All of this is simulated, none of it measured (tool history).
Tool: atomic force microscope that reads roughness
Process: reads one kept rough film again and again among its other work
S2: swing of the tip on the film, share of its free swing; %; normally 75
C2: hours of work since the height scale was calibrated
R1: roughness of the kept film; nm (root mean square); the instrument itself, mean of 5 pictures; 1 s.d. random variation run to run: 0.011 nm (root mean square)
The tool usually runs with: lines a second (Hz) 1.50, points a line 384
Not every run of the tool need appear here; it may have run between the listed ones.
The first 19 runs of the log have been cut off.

{"run": 20, "day": 5.679, "lines a second (Hz)": 2.03, "S2": 56, "points a line": 529, "pictures with this tip": 113, "C2": 18, "R1": 2.492}
{"run": 21, "day": 5.962, "lines a second (Hz)": 1.58, "S2": 75, "points a line": 384, "pictures with this tip": 120, "C2": 20, "R1": 2.321}
{"run": 22, "day": 6.3, "lines a second (Hz)": 1.58, "S2": 75, "points a line": 384, "pictures with this tip": 127, "C2": 24, "R1": 2.315}
{"run": 23, "day": 6.538, "lines a second (Hz)": 1.58, "S2": 75, "points a line": 384, "pictures with this tip": 133, "C2": 26, "R1": 2.307}
{"run": 24, "day": 6.788, "lines a second (Hz)": 1.58, "S2": 75, "points a line": 384, "pictures with this tip": 138, "C2": 29, "R1": 2.288}
{"run": 25, "day": 7.154, "lines a second (Hz)": 1.58, "S2": 75, "points a line": 384, "pictures with this tip": 147, "C2": 33, "R1": 2.274}
{"run": 26, "day": 7.325, "lines a second (Hz)": 2.01, "S2": 75, "points a line": 384, "pictures with this tip": 150, "C2": 34, "R1": 2.209}
{"run": 27, "day": 7.654, "lines a second (Hz)": 1.5, "S2": 79, "points a line": 384, "pictures with this tip": 158, "C2": 38, "R1": 2.225}
{"run": 28, "day": 7.858, "lines a second (Hz)": 0.54, "S2": 79, "points a line": 357, "pictures with this tip": 163, "C2": 40, "R1": 2.408}
{"run": 29, "day": 8.138, "lines a second (Hz)": 0.54, "S2": 79, "points a line": 357, "pictures with this tip": 169, "C2": 43, "R1": 2.396}
{"run": 30, "day": 8.421, "lines a second (Hz)": 0.54, "S2": 79, "points a line": 357, "pictures with this tip": 175, "C2": 46, "R1": 2.373}
{"run": 31, "day": 8.688, "lines a second (Hz)": 1.5, "S2": 75, "points a line": 826, "pictures with this tip": 181, "C2": 48, "R1": 2.242}
{"run": 32, "day": 8.908, "lines a second (Hz)": 1.5, "S2": 75, "points a line": 826, "pictures with this tip": 186, "C2": 50, "R1": 2.248}
{"day": 9.071, "done": "new tip fitted"}
{"run": 33, "day": 9.175, "lines a second (Hz)": 3.19, "S2": 80, "points a line": 384, "pictures with this tip": 2, "C2": 53, "R1": 2.121}
{"run": 34, "day": 9.442, "lines a second (Hz)": 1.06, "S2": 63, "points a line": 552, "pictures with this tip": 8, "C2": 56, "R1": 2.686}

Branching from run 34: 4 alternative next runs. What would each branch give?
{"run": "A", "day": 9.829, "lines a second (Hz)": 1.24, "S2": 81, "points a line": 361, "pictures with this tip": 17, "C2": 60, "R1": "?"}
{"run": "B", "day": 9.829, "lines a second (Hz)": 1.31, "S2": 61, "points a line": 605, "pictures with this tip": 17, "C2": 60, "R1": "?"}
{"run": "C", "day": 9.829, "lines a second (Hz)": 2.08, "S2": 75, "points a line": 811, "pictures with this tip": 17, "C2": 60, "R1": "?"}
{"run": "D", "day": 9.829, "lines a second (Hz)": 1.33, "S2": 88, "points a line": 817, "pictures with this tip": 17, "C2": 60, "R1": "?"}

run=A R1=2.450
run=B R1=2.659
run=C R1=2.394
run=D R1=2.330
Without the tool's unlogged condition, the same runs would have read:
run=A R1=2.482
run=B R1=2.694
run=C R1=2.426
run=D R1=2.361

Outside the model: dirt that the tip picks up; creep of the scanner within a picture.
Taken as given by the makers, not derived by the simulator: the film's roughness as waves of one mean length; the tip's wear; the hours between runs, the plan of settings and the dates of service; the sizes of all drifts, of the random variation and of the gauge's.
